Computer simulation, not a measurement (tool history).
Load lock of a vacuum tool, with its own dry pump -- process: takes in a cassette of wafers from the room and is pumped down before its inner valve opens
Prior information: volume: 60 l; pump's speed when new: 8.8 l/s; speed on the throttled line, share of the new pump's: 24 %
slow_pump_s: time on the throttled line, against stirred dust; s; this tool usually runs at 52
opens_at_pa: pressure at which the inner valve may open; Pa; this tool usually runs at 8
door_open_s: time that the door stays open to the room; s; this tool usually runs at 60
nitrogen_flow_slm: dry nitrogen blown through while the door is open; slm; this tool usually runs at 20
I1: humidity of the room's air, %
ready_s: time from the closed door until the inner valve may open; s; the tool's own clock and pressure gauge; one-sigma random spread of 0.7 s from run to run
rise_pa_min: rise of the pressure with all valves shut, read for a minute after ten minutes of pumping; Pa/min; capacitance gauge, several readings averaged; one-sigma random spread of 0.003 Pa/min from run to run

{"run": 1, "hour": 0.0, "slow_pump_s": 52, "opens_at_pa": 8, "door_open_s": 60, "nitrogen_flow_slm": 20, "I1": 47.1, "ready_s": 104.3, "rise_pa_min": 0.035}
{"run": 2, "hour": 321.5, "slow_pump_s": 52, "opens_at_pa": 8, "door_open_s": 61, "nitrogen_flow_slm": 20, "I1": 46, "ready_s": 103.7, "rise_pa_min": 0.036}
{"run": 3, "hour": 490.2, "slow_pump_s": 52, "opens_at_pa": 8, "door_open_s": 60, "nitrogen_flow_slm": 39, "I1": 43.9, "ready_s": 106.4, "rise_pa_min": 0.029}
{"run": 4, "hour": 831.0, "slow_pump_s": 52, "opens_at_pa": 8, "door_open_s": 60, "nitrogen_flow_slm": 39, "I1": 43.3, "ready_s": 106.5, "rise_pa_min": 0.022}
{"run": 5, "hour": 1109.9, "slow_pump_s": 52, "opens_at_pa": 8, "door_open_s": 60, "nitrogen_flow_slm": 39, "I1": 47.4, "ready_s": 102.7, "rise_pa_min": 0.028}
{"run": 6, "hour": 1312.9, "slow_pump_s": 52, "opens_at_pa": 8, "door_open_s": 60, "nitrogen_flow_slm": 39, "I1": 45.8, "ready_s": 105.4, "rise_pa_min": 0.028}
{"run": 7, "hour": 1660.3, "slow_pump_s": 52, "opens_at_pa": 8, "door_open_s": 60, "nitrogen_flow_slm": 39, "I1": 42.2, "ready_s": 105.8, "rise_pa_min": 0.023}
{"run": 8, "hour": 1846.1, "slow_pump_s": 52, "opens_at_pa": 8, "door_open_s": 60, "nitrogen_flow_slm": 39, "I1": 41.9, "ready_s": 104, "rise_pa_min": 0.022}
{"run": 9, "hour": 2053.7, "slow_pump_s": 52, "opens_at_pa": 10, "door_open_s": 60, "nitrogen_flow_slm": 39, "I1": 44.8, "ready_s": 103.9, "rise_pa_min": 0.031}
{"run": 10, "hour": 2339.0, "slow_pump_s": 52, "opens_at_pa": 10, "door_open_s": 60, "nitrogen_flow_slm": 39, "I1": 47.4, "ready_s": 103.2, "rise_pa_min": 0.025}
{"run": 11, "hour": 2691.1, "slow_pump_s": 52, "opens_at_pa": 10, "door_open_s": 60, "nitrogen_flow_slm": 39, "I1": 46.4, "ready_s": 103.5, "rise_pa_min": 0.025}
{"hour": 2751.9, "done": "dry pump taken out, an overhauled one fitted"}
{"run": 12, "hour": 2861.6, "slow_pump_s": 52, "opens_at_pa": 8, "door_open_s": 60, "nitrogen_flow_slm": 42, "I1": 43.9, "ready_s": 104.7, "rise_pa_min": 0.021}
{"run": 13, "hour": 3212.8, "slow_pump_s": 52, "opens_at_pa": 8, "door_open_s": 60, "nitrogen_flow_slm": 42, "I1": 42.7, "ready_s": 104.8, "rise_pa_min": 0.019}
{"run": 14, "hour": 3563.8, "slow_pump_s": 52, "opens_at_pa": 8, "door_open_s": 60, "nitrogen_flow_slm": 42, "I1": 45.6, "ready_s": 104.8, "rise_pa_min": 0.025}

Forecast run 15:
{"run": 15, "hour": 3883.9, "slow_pump_s": 52, "opens_at_pa": 8, "door_open_s": 60, "nitrogen_flow_slm": 42, "I1": 41, "ready_s": "?", "rise_pa_min": "?"}

For run 15 the tool returned ready_s 104.6 s, rise_pa_min 0.026 Pa/min.
With no hidden state in the tool, this same run would have given ready_s 104.6 s, rise_pa_min 0.025 Pa/min.
